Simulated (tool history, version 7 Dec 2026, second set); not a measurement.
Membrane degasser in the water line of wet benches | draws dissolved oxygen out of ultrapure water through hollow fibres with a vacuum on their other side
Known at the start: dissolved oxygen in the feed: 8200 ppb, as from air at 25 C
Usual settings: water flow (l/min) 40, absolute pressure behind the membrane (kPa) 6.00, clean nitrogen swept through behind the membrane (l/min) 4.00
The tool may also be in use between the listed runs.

run,hour,water flow (l/min),absolute pressure behind the membrane (kPa),clean nitrogen swept through behind the membrane (l/min),dissolved oxygen in the water behind the degasser (ppb),pressure that the water loses in the fibres (kPa)
1,0.0,40,6.00,4.00,75.9,55.71
2,39.6,40,6.00,4.00,77.4,55.76
3,83.7,53,6.00,4.00,114.7,74.56
4,124.1,53,6.00,4.00,114.4,73.77
# hour 188.8: vacuum gauge calibrated
5,188.8,40,6.00,4.79,64.1,56.02
6,240.3,40,6.00,8.47,41.4,55.98
7,296.5,40,6.00,3.82,78.0,56.20
8,333.3,40,6.00,3.82,80.3,55.75
9,401.6,40,6.00,4.85,65.1,56.33
10,436.5,40,6.00,4.85,63.9,55.94
11,493.2,40,6.00,4.85,65.5,55.98
12,527.6,40,6.00,4.85,64.6,55.86
13,557.0,40,4.91,4.00,49.3,56.17
14,586.9,40,4.91,4.00,50.2,55.77
15,621.3,40,4.91,4.00,49.1,55.99
16,653.9,40,4.91,4.00,49.9,55.99
17,693.2,40,5.55,4.00,65.4,55.99
18,735.5,46,3.75,2.54,39.5,64.38
19,772.6,46,3.75,2.54,40.2,64.44
20,816.0,46,3.75,2.54,40.9,64.75
21,859.7,31,3.71,11.36,6.8,43.23
22,914.3,63,4.33,9.26,71.1,87.90
23,959.2,63,4.33,9.26,71.7,88.20
24,1000.6,63,4.33,9.26,71.7,88.65
25,1036.1,31,11.51,6.53,98.2,43.36
26,1089.0,31,12.52,4.00,172.0,43.64
27,1146.4,40,9.78,7.33,96.8,56.25
28,1185.8,40,8.23,7.33,77.5,56.03
29,1240.9,40,8.23,7.33,76.4,56.13
30,1302.9,40,11.22,4.00,196.7,56.26
31,1349.7,40,6.00,1.77,147.7,55.88
32,1382.9,40,6.00,1.77,147.5,55.71
33,1451.0,40,6.00,8.57,42.4,56.01

Forecast each of these 3 alternatives for the next run:
A,1484.8,45,6.00,9.81,?,?
B,1484.8,40,5.64,1.69,?,?
C,1484.8,38,7.37,3.58,?,?

run,dissolved oxygen in the water behind the degasser (ppb),pressure that the water loses in the fibres (kPa)
A,47.0,62.85
B,134.6,56.19
C,111.4,53.67
Without the tool's hidden state the same runs would have given:
run,dissolved oxygen in the water behind the degasser (ppb),pressure that the water loses in the fibres (kPa)
A,46.9,62.84
B,134.5,56.18
C,111.3,53.66

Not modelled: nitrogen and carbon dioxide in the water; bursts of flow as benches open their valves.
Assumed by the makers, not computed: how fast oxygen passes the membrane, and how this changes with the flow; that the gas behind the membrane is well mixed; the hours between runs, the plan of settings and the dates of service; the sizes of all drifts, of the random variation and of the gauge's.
